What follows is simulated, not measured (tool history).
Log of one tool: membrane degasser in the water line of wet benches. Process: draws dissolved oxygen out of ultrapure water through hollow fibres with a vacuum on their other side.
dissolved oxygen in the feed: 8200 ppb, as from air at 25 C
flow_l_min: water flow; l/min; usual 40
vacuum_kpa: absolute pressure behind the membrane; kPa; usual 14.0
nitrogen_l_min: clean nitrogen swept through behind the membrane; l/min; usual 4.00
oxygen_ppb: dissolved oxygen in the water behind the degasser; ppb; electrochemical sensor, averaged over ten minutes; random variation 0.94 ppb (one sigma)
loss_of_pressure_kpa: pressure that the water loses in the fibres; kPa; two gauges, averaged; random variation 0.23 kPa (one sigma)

| run | hour | flow_l_min | vacuum_kpa | nitrogen_l_min | oxygen_ppb | loss_of_pressure_kpa |
|---|---|---|---|---|---|---|
| 1 | 0.0 | 40 | 14.0 | 4.00 | 253.6 | 57.91 |
| 2 | 88.6 | 40 | 14.0 | 4.00 | 251.5 | 57.88 |
| 3 | 154.7 | 40 | 14.0 | 7.26 | 146.6 | 57.53 |
| 4 | 213.3 | 40 | 14.0 | 7.26 | 148.4 | 57.67 |
| 5 | 262.2 | 40 | 14.0 | 4.00 | 255.1 | 57.93 |
| 6 | 323.0 | 40 | 14.0 | 4.00 | 254.2 | 57.83 |
| 7 | 369.8 | 40 | 14.0 | 4.00 | 252.7 | 58.38 |
| 8 | 461.7 | 40 | 14.0 | 4.00 | 254.1 | 58.07 |
| 9 | 545.3 | 51 | 14.0 | 4.00 | 322.7 | 74.14 |
| 10 | 612.2 | 51 | 14.0 | 4.00 | 321.9 | 73.55 |
| 11 | 650.4 | 51 | 14.0 | 4.00 | 322.0 | 74.47 |
| 12 | 715.3 | 51 | 14.0 | 4.00 | 322.8 | 74.17 |
| 13 | 801.2 | 51 | 14.0 | 4.00 | 323.4 | 73.88 |
| 14 | 865.2 | 40 | 14.0 | 5.43 | 192.4 | 57.93 |
| 15 | 951.6 | 40 | 14.0 | 5.43 | 192.4 | 57.70 |
| 16 | 1033.4 | 40 | 19.6 | 4.00 | 378.2 | 58.47 |
| 17 | 1103.7 | 40 | 19.6 | 4.00 | 378.7 | 57.84 |
| 18 | 1159.5 | 26 | 10.8 | 4.36 | 110.0 | 37.80 |
| 19 | 1241.4 | 40 | 14.6 | 2.22 | 447.5 | 58.29 |
| 20 | 1317.6 | 40 | 14.6 | 2.22 | 445.8 | 58.14 |
| 21 | 1374.8 | 33 | 10.0 | 1.60 | 304.3 | 48.18 |
| 22 | 1453.7 | 64 | 19.6 | 6.74 | 388.0 | 93.35 |
| 23 | 1535.7 | 31 | 10.6 | 6.74 | 83.7 | 45.60 |
| 24 | 1624.2 | 31 | 10.6 | 6.74 | 83.4 | 45.13 |
| 25 | 1696.5 | 31 | 10.6 | 6.74 | 83.7 | 44.80 |
| 26 | 1776.1 | 31 | 10.6 | 6.74 | 83.5 | 44.77 |
| 27 | 1867.6 | 35 | 14.0 | 1.71 | 468.7 | 50.89 |
| 28 | 1911.0 | 28 | 8.6 | 3.48 | 103.9 | 40.89 |
| 29 | 1955.4 | 28 | 20.1 | 2.68 | 397.0 | 40.47 |
| 30 | 2005.4 | 49 | 19.6 | 4.00 | 459.4 | 71.48 |
| 31 | 2047.2 | 38 | 12.1 | 8.05 | 106.0 | 55.57 |

Taken out of this log: 3 entries between the listed runs. Where each belongs, and how the hidden state differs across it:
Between runs 19 and 20: seals of the vacuum lines changed (hour 1281.3)
  air that leaks in behind the membrane, l/min: 0.0145 -> 0.0038
  measured less the result without the state, oxygen_ppb: +2.0 -> +0.0 ppb; loss_of_pressure_kpa: +0.76 -> +0.77 kPa
Between runs 20 and 21: vacuum gauge calibrated (hour 1323.8)
  membrane still open, %: 98.7 -> 98.6; true pressure behind the membrane over the reading, kPa: -0.02 -> -0.03; air that leaks in behind the membrane, l/min: 0.0038 -> 0.0039
  measured less the result without the state, oxygen_ppb: +0.0 -> -0.7 ppb; loss_of_pressure_kpa: +0.77 -> +0.66 kPa
Between runs 26 and 27: vacuum gauge calibrated, once more (hour 1789.8)
  membrane still open, %: 98.4 -> 98.3; true pressure behind the membrane over the reading, kPa: -0.02 -> 0; air that leaks in behind the membrane, l/min: 0.0043 -> 0.0044
  measured less the result without the state, oxygen_ppb: +0.1 -> +0.9 ppb; loss_of_pressure_kpa: +0.73 -> +0.85 kPa

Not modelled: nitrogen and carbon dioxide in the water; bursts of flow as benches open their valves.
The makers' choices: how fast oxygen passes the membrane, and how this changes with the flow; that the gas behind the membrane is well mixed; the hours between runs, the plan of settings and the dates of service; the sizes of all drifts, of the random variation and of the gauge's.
